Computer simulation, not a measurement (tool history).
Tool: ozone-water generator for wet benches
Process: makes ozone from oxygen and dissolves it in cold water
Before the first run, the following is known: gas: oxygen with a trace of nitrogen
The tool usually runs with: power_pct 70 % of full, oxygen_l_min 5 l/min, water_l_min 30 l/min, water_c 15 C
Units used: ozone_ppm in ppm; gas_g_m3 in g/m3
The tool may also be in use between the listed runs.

{"run": 1, "hour": 0.0, "power_pct": 70, "oxygen_l_min": 5, "water_l_min": 30, "water_c": 15, "ozone_ppm": 13.3, "gas_g_m3": 213.3}
{"run": 2, "hour": 96.8, "power_pct": 42, "oxygen_l_min": 5, "water_l_min": 30, "water_c": 15, "ozone_ppm": 8.8, "gas_g_m3": 144.8}
{"run": 3, "hour": 212.3, "power_pct": 42, "oxygen_l_min": 5, "water_l_min": 30, "water_c": 15, "ozone_ppm": 8.8, "gas_g_m3": 144}
{"run": 4, "hour": 272.2, "power_pct": 42, "oxygen_l_min": 5, "water_l_min": 30, "water_c": 20, "ozone_ppm": 8.4, "gas_g_m3": 144.4}
{"run": 5, "hour": 348.9, "power_pct": 70, "oxygen_l_min": 5, "water_l_min": 30, "water_c": 15, "ozone_ppm": 13.2, "gas_g_m3": 212.2}
{"run": 6, "hour": 413.3, "power_pct": 70, "oxygen_l_min": 4.12, "water_l_min": 30, "water_c": 18, "ozone_ppm": 12.1, "gas_g_m3": 228.5}
{"run": 7, "hour": 504.6, "power_pct": 70, "oxygen_l_min": 4.12, "water_l_min": 43, "water_c": 7, "ozone_ppm": 9, "gas_g_m3": 226.8}
{"hour": 536.5, "done": "contactor cleaned"}
{"run": 8, "hour": 626.0, "power_pct": 70, "oxygen_l_min": 4.12, "water_l_min": 43, "water_c": 7, "ozone_ppm": 9.5, "gas_g_m3": 230.8}
{"run": 9, "hour": 689.1, "power_pct": 70, "oxygen_l_min": 4.12, "water_l_min": 43, "water_c": 7, "ozone_ppm": 9.5, "gas_g_m3": 230.3}
{"run": 10, "hour": 788.7, "power_pct": 70, "oxygen_l_min": 8.91, "water_l_min": 30, "water_c": 10, "ozone_ppm": 16.2, "gas_g_m3": 164.4}

Predict each of these 5 candidate next runs independently; none follows another, all start after run 10:
{"run": "A", "hour": 883.2, "power_pct": 70, "oxygen_l_min": 8.44, "water_l_min": 21, "water_c": 21, "ozone_ppm": "?", "gas_g_m3": "?"}
{"run": "B", "hour": 883.2, "power_pct": 63, "oxygen_l_min": 2.54, "water_l_min": 47, "water_c": 10, "ozone_ppm": "?", "gas_g_m3": "?"}
{"run": "C", "hour": 883.2, "power_pct": 70, "oxygen_l_min": 8.91, "water_l_min": 20, "water_c": 10, "ozone_ppm": "?", "gas_g_m3": "?"}
{"run": "D", "hour": 883.2, "power_pct": 70, "oxygen_l_min": 5, "water_l_min": 38, "water_c": 15, "ozone_ppm": "?", "gas_g_m3": "?"}
{"run": "E", "hour": 883.2, "power_pct": 70, "oxygen_l_min": 8.47, "water_l_min": 30, "water_c": 10, "ozone_ppm": "?", "gas_g_m3": "?"}

run=A ozone_ppm=18.2 gas_g_m3=167.3
run=B ozone_ppm=6 gas_g_m3=259.2
run=C ozone_ppm=23.4 gas_g_m3=163.7
run=D ozone_ppm=10.8 gas_g_m3=209.2
run=E ozone_ppm=16.5 gas_g_m3=167.9
With no hidden state in the tool, these same runs would have given:
run=A ozone_ppm=19.7 gas_g_m3=179.6
run=B ozone_ppm=6.5 gas_g_m3=276.7
run=C ozone_ppm=25.4 gas_g_m3=175.8
run=D ozone_ppm=11.7 gas_g_m3=224.6
run=E ozone_ppm=17.9 gas_g_m3=180.3
